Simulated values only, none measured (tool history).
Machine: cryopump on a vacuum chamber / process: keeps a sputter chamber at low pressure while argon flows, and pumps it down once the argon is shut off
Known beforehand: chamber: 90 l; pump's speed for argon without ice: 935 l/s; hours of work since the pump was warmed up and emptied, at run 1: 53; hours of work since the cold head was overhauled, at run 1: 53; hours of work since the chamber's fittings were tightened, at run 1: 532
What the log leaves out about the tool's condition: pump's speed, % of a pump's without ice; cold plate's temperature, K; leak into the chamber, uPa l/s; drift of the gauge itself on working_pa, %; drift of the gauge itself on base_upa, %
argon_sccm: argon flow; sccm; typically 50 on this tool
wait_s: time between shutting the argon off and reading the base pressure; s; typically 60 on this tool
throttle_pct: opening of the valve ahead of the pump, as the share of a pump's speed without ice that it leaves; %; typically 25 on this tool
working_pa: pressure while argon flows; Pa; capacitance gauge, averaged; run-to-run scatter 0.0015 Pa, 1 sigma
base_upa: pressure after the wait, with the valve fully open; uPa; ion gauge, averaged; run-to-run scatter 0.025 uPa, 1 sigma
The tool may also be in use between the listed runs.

run   hour  argon_sccm  wait_s  throttle_pct  hours of work since the pump was warmed up and emptied  hours of work since the cold head was overhauled  hours of work since the chamber's fittings were tightened  working_pa  base_upa
  1    0.0          50      60            25                                                      53                                                53                                                        532      0.3633      1.57
  2   36.6          50      60            25                                                      70                                                70                                                        550      0.3638      1.53
  3   70.2          50      60            25                                                      87                                                87                                                        566      0.3656      1.60
  4  101.2          50      60            19                                                     101                                               101                                                        581      0.4827      1.56
  5  118.7          50      60            19                                                     110                                               110                                                        589      0.4784      1.65
  6  153.2          50      60            19                                                     126                                               126                                                        606      0.4844      1.72
  7  194.2          50      60            55                                                     146                                               146                                                        626      0.1687      1.68
  8  217.4          50      27            25                                                     157                                               157                                                        637      0.3669      2.49
  9  250.1          50      27            25                                                     173                                               173                                                        653      0.3654      2.53
 10  282.6          50      27            25                                                     189                                               189                                                        668      0.3681      2.58
 11  301.4          50      27            25                                                     198                                               198                                                        677      0.3703      2.58
 12  331.1          50      60            25                                                     212                                               212                                                        692      0.3687      1.79
 13  354.2          50      60            25                                                     223                                               223                                                        703      0.3697      1.79
 14  377.6          50      60            25                                                     235                                               235                                                        714      0.3689      1.77
 15  395.6          50      60            25                                                     243                                               243                                                        723      0.3687      1.81
 16  429.4          50      60            25                                                     259                                               259                                                        739      0.3737      1.83
 17  455.8          50      89            25                                                     272                                               272                                                        752      0.3710      1.62
 18  494.8          37      60            31                                                     291                                               291                                                        770      0.2241      1.96
 19  531.9          41      76            33                                                     309                                               309                                                        788      0.2340      1.78
 20  556.3          26     244            26                                                     321                                               321                                                        800      0.1859      1.42
 21  579.6          79      23            47                                                     332                                               332                                                        811      0.3216      3.02
 22  619.0          79     286            27                                                     351                                               351                                                        830      0.5474      1.46
 23  654.8          27      39            24                                                     368                                               368                                                        847      0.2107      2.35
 24  676.5          32     154            22                                                     378                                               378                                                        858      0.2713      1.66
 25  713.2          80      38            25                                                     396                                               396                                                        876      0.5986      2.45
 26  745.2          80      38            25                                                     412                                               412                                                        891      0.6035      2.45
 27  778.5          50      60            28                                                     428                                               428                                                        907      0.3372      2.10
 28  815.1          53      60            58                                                     445                                               445                                                        925      0.1816      2.14
 29  841.0          46     102            21                                                     458                                               458                                                        937      0.4088      1.87
 30  872.3          46     102            21                                                     473                                               473                                                        952      0.4070      1.89
 31  907.3          46     102            21                                                     490                                               490                                                        969      0.4119      1.93
 32  929.9          46     102            21                                                     500                                               500                                                        980      0.4113      1.91
 33  967.5          93     201            15                                                     519                                               519                                                        998      1.1439      1.81

Per-run results on a tool with no hidden state, each run keeping its own random variation:
run  working_pa  base_upa
  1      0.3608      0.99
  2      0.3607      0.93
  3      0.3621      0.98
  4      0.4787      0.93
  5      0.4743      0.98
  6      0.4797      1.03
  7      0.1634      0.98
  8      0.3613      1.77
  9      0.3594      1.79
 10      0.3616      1.80
 11      0.3634      1.79
 12      0.3615      0.99
 13      0.3622      0.98
 14      0.3610      0.95
 15      0.3606      0.98
 16      0.3650      0.98
 17      0.3620      0.75
 18      0.2169      1.02
 19      0.2256      0.85
 20      0.1804      0.49
 21      0.3042      2.04
 22      0.5290      0.45
 23      0.2042      1.33
 24      0.2632      0.60
 25      0.5775      1.37
 26      0.5815      1.36
 27      0.3230      0.97
 28      0.1658      0.99
 29      0.3948      0.70
 30      0.3925      0.69
 31      0.3968      0.72
 32      0.3959      0.69
 33      1.1116      0.52

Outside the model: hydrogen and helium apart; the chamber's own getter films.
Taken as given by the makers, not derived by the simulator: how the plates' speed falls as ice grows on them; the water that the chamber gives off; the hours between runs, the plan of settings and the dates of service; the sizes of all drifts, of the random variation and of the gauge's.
